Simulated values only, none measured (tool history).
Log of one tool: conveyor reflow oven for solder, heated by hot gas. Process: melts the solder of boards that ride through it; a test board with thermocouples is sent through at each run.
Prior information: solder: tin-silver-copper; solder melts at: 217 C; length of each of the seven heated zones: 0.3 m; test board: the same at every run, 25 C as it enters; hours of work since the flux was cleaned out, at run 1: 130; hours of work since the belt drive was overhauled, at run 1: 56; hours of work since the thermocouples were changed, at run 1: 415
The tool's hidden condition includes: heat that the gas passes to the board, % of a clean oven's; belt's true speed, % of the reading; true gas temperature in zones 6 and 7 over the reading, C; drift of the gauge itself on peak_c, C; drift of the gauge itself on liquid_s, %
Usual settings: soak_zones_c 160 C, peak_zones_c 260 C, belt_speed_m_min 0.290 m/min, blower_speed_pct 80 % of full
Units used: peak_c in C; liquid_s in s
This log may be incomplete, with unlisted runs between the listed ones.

run	hour	soak_zones_c	peak_zones_c	belt_speed_m_min	blower_speed_pct	hours of work since the flux was cleaned out	hours of work since the belt drive was overhauled	hours of work since the thermocouples were changed	peak_c	liquid_s
1	0.0	160	260	0.290	80	130	56	415	245.0	79.2
2	13.1	146	260	0.290	80	136	62	421	243.0	68.8
3	19.9	146	260	0.290	80	139	65	424	243.6	70.0
4	26.8	160	260	0.290	80	142	69	427	245.0	79.1
5	39.9	160	260	0.290	80	148	75	433	245.0	77.5
6	54.1	160	260	0.290	80	155	81	440	245.5	78.0
7	65.9	160	260	0.290	52	161	87	445	239.1	64.9
8	73.8	160	260	0.290	52	164	91	449	238.4	64.2
9	85.1	160	260	0.290	52	170	96	454	239.1	64.9
# hour 90.1: belt drive overhauled, speed set with a stopwatch
10	101.5	160	260	0.290	52	175	5	460	238.9	64.7
11	109.8	160	260	0.290	80	179	9	464	245.1	79.1
12	120.3	160	248	0.290	80	184	14	469	233.5	59.9
13	129.1	160	248	0.292	80	188	18	473	233.6	59.3
# hour 143.0: belt drive overhauled, speed set with a stopwatch, once more
14	144.8	160	257	0.290	80	194	1	479	242.2	73.5
15	157.0	160	260	0.288	80	200	7	484	244.9	78.1
16	166.7	164	260	0.317	80	204	11	489	243.3	67.6
17	180.6	155	260	0.307	80	211	18	495	241.9	65.4
18	193.3	155	260	0.297	59	217	24	501	238.8	60.1
19	203.0	160	250	0.290	66	221	28	506	232.6	55.1
20	212.2	160	250	0.290	54	225	32	510	229.7	47.9
21	226.5	160	250	0.290	54	232	39	517	229.6	46.7
22	234.9	160	250	0.233	77	236	43	521	240.0	93.5
23	247.7	160	250	0.233	77	242	49	527	240.1	93.8
24	260.1	174	250	0.279	77	248	55	533	239.4	78.4
25	271.2	164	267	0.304	73	253	60	538	247.9	79.0
26	283.6	152	259	0.238	80	259	66	544	247.3	99.1
27	290.0	152	257	0.238	80	262	69	547	245.6	96.9
28	303.8	160	260	0.290	80	268	75	553	244.0	75.7

What if the next run were any one of these 5? Each begins from the tool's condition after run 28:
A	317.7	160	252	0.290	80	275	82	560	?	?
B	317.7	160	260	0.290	65	275	82	560	?	?
C	317.7	160	272	0.313	52	275	82	560	?	?
D	317.7	149	260	0.290	80	275	82	560	?	?
E	317.7	150	270	0.281	80	275	82	560	?	?

run	peak_c	liquid_s
A	236.6	64.0
B	240.8	69.1
C	244.6	67.5
D	242.1	68.1
E	252.5	85.3
With no hidden state in the tool, these same runs would have given:
run	peak_c	liquid_s
A	239.5	70.5
B	243.9	74.7
C	247.7	72.5
D	245.5	74.2
E	255.9	90.0
